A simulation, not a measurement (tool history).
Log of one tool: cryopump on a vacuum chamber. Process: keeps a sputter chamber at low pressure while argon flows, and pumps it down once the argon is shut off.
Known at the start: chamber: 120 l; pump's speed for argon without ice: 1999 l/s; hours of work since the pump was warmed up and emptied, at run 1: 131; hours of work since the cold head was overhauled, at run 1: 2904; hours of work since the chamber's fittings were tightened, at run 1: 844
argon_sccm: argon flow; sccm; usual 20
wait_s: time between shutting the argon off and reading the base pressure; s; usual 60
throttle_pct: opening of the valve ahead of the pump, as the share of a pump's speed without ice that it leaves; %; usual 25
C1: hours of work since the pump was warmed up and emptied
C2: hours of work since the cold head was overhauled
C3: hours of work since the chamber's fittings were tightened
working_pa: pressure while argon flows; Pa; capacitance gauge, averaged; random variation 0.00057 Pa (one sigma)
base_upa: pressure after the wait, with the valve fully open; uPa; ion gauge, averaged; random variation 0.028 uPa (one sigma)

Run 1, hour 0.0: usual settings; C1 131; C2 2904; C3 844. Result: working_pa 0.0694 Pa, base_upa 1.66 uPa.
Run 2, hour 87.4: usual settings but wait_s 51 s; C1 190; C2 2963; C3 903. Result: working_pa 0.0710 Pa, base_upa 1.97 uPa.
Run 3, hour 174.9: usual settings but argon_sccm 9 sccm; C1 250; C2 3023; C3 963. Result: working_pa 0.0311 Pa, base_upa 1.81 uPa.
Run 4, hour 270.0: usual settings but argon_sccm 9 sccm; C1 315; C2 3087; C3 1028. Result: working_pa 0.0324 Pa, base_upa 1.83 uPa.
Run 5, hour 341.1: usual settings but argon_sccm 9 sccm; C1 363; C2 3136; C3 1076. Result: working_pa 0.0331 Pa, base_upa 1.84 uPa.
Run 6, hour 456.8: usual settings; C1 442; C2 3215; C3 1155. Result: working_pa 0.0749 Pa, base_upa 1.97 uPa.
Run 7, hour 528.2: usual settings; C1 490; C2 3263; C3 1203. Result: working_pa 0.0749 Pa, base_upa 2.06 uPa.
At hour 581.6: pump warmed up, emptied and cooled again.
Run 8, hour 639.1: usual settings; C1 39; C2 3335; C3 1275. Result: working_pa 0.0677 Pa, base_upa 1.81 uPa.
Run 9, hour 735.1: usual settings; C1 104; C2 3401; C3 1341. Result: working_pa 0.0699 Pa, base_upa 1.85 uPa.
Run 10, hour 813.4: usual settings but throttle_pct 17 %; C1 158; C2 3454; C3 1394. Result: working_pa 0.1011 Pa, base_upa 1.95 uPa.
Run 11, hour 881.4: usual settings but throttle_pct 17 %; C1 204; C2 3500; C3 1440. Result: working_pa 0.1017 Pa, base_upa 1.93 uPa.
Run 12, hour 933.5: usual settings but throttle_pct 17 %; C1 240; C2 3536; C3 1476. Result: working_pa 0.1032 Pa, base_upa 1.97 uPa.
Run 13, hour 1003.4: usual settings but throttle_pct 17 %; C1 287; C2 3583; C3 1523. Result: working_pa 0.1045 Pa, base_upa 1.96 uPa.
Run 14, hour 1084.7: usual settings; C1 342; C2 3639; C3 1579. Result: working_pa 0.0721 Pa, base_upa 2.09 uPa.
Run 15, hour 1137.7: usual settings but argon_sccm 16 sccm; C1 379; C2 3675; C3 1615. Result: working_pa 0.0583 Pa, base_upa 2.17 uPa.
Run 16, hour 1190.6: usual settings but argon_sccm 16 sccm; C1 415; C2 3711; C3 1651. Result: working_pa 0.0592 Pa, base_upa 2.07 uPa.
Run 17, hour 1249.9: usual settings but argon_sccm 19 sccm, wait_s 40 s, throttle_pct 48 %; C1 455; C2 3751; C3 1691. Result: working_pa 0.0396 Pa, base_upa 2.72 uPa.
Run 18, hour 1308.7: usual settings but argon_sccm 18 sccm, wait_s 133 s, throttle_pct 48 %; C1 495; C2 3791; C3 1731. Result: working_pa 0.0375 Pa, base_upa 1.54 uPa.
At hour 1353.9: pump warmed up, emptied and cooled again.
Run 19, hour 1396.6: usual settings but argon_sccm 9 sccm, wait_s 133 s, throttle_pct 17 %; C1 29; C2 3847; C3 1788. Result: working_pa 0.0445 Pa, base_upa 1.35 uPa.
Run 20, hour 1473.6: usual settings but argon_sccm 9 sccm, wait_s 133 s, throttle_pct 17 %; C1 81; C2 3900; C3 1840. Result: working_pa 0.0449 Pa, base_upa 1.42 uPa.
Run 21, hour 1563.9: usual settings but argon_sccm 19 sccm, wait_s 24 s, throttle_pct 17 %; C1 143; C2 3961; C3 1901. Result: working_pa 0.0964 Pa, base_upa 3.85 uPa.
Run 22, hour 1641.0: usual settings but argon_sccm 19 sccm, wait_s 24 s, throttle_pct 17 %; C1 195; C2 4014; C3 1954. Result: working_pa 0.0978 Pa, base_upa 3.96 uPa.
Run 23, hour 1709.6: usual settings but argon_sccm 19 sccm, wait_s 24 s, throttle_pct 17 %; C1 242; C2 4061; C3 2001. Result: working_pa 0.0975 Pa, base_upa 3.85 uPa.
Run 24, hour 1793.3: usual settings but argon_sccm 19 sccm, wait_s 24 s, throttle_pct 17 %; C1 299; C2 4118; C3 2058. Result: working_pa 0.0981 Pa, base_upa 3.87 uPa.
Run 25, hour 1882.0: usual settings but argon_sccm 19 sccm, wait_s 24 s, throttle_pct 17 %; C1 359; C2 4178; C3 2118. Result: working_pa 0.0992 Pa, base_upa 4.05 uPa.
At hour 1934.8: leaking fittings of the chamber tightened, without venting.
Run 26, hour 1982.0: usual settings but argon_sccm 19 sccm, wait_s 260 s; C1 426; C2 4245; C3 32. Result: working_pa 0.0703 Pa, base_upa 0.50 uPa.
Run 27, hour 2100.4: usual settings but argon_sccm 24 sccm, wait_s 32 s, throttle_pct 44 %; C1 507; C2 4325; C3 113. Result: working_pa 0.0561 Pa, base_upa 2.53 uPa.
At hour 2129.3: pump warmed up, emptied and cooled again.
Run 28, hour 2193.5: usual settings but argon_sccm 31 sccm, wait_s 28 s; C1 44; C2 4385; C3 173. Result: working_pa 0.1067 Pa, base_upa 2.82 uPa.
Run 29, hour 2285.6: usual settings but argon_sccm 31 sccm, wait_s 28 s; C1 106; C2 4448; C3 235. Result: working_pa 0.1072 Pa, base_upa 2.75 uPa.
Run 30, hour 2343.1: usual settings but argon_sccm 9 sccm, wait_s 45 s, throttle_pct 27 %; C1 146; C2 4487; C3 274. Result: working_pa 0.0304 Pa, base_upa 1.87 uPa.
Run 31, hour 2445.2: usual settings but argon_sccm 9 sccm, wait_s 125 s, throttle_pct 48 %; C1 215; C2 4556; C3 344. Result: working_pa 0.0179 Pa, base_upa 0.90 uPa.

Hidden state at the last listed run before each entry between runs and at the first one after, where it differs:
Between runs 7 and 8: pump warmed up, emptied and cooled again (hour 581.6)
  pump's speed, % of a pump's without ice: 72.7 -> 97.4; cold plate's temperature, K: 13.94 -> 13.98; leak into the chamber, uPa l/s: 1137 -> 1185
  measured less the result without the state, working_pa: +0.0073 -> +0.0012 Pa; base_upa: +0.68 -> +0.49 uPa
Between runs 18 and 19: pump warmed up, emptied and cooled again (hour 1353.9)
  pump's speed, % of a pump's without ice: 72.3 -> 98; cold plate's temperature, K: 14.19 -> 14.22; leak into the chamber, uPa l/s: 1475 -> 1511
  measured less the result without the state, working_pa: +0.0069 -> +0.0006 Pa; base_upa: +0.90 -> +0.67 uPa
Between runs 25 and 26: leaking fittings of the chamber tightened, without venting (hour 1934.8)
  pump's speed, % of a pump's without ice: 80 -> 76.5; cold plate's temperature, K: 14.39 -> 14.42; leak into the chamber, uPa l/s: 1714 -> 329
  measured less the result without the state, working_pa: +0.0050 -> +0.0060 Pa; base_upa: +0.98 -> +0.07 uPa
Between runs 27 and 28: pump warmed up, emptied and cooled again (hour 2129.3)
  pump's speed, % of a pump's without ice: 72 -> 97.1; cold plate's temperature, K: 14.46 -> 14.49; leak into the chamber, uPa l/s: 381 -> 419
  measured less the result without the state, working_pa: +0.0094 -> +0.0021 Pa; base_upa: +0.13 -> +0.08 uPa

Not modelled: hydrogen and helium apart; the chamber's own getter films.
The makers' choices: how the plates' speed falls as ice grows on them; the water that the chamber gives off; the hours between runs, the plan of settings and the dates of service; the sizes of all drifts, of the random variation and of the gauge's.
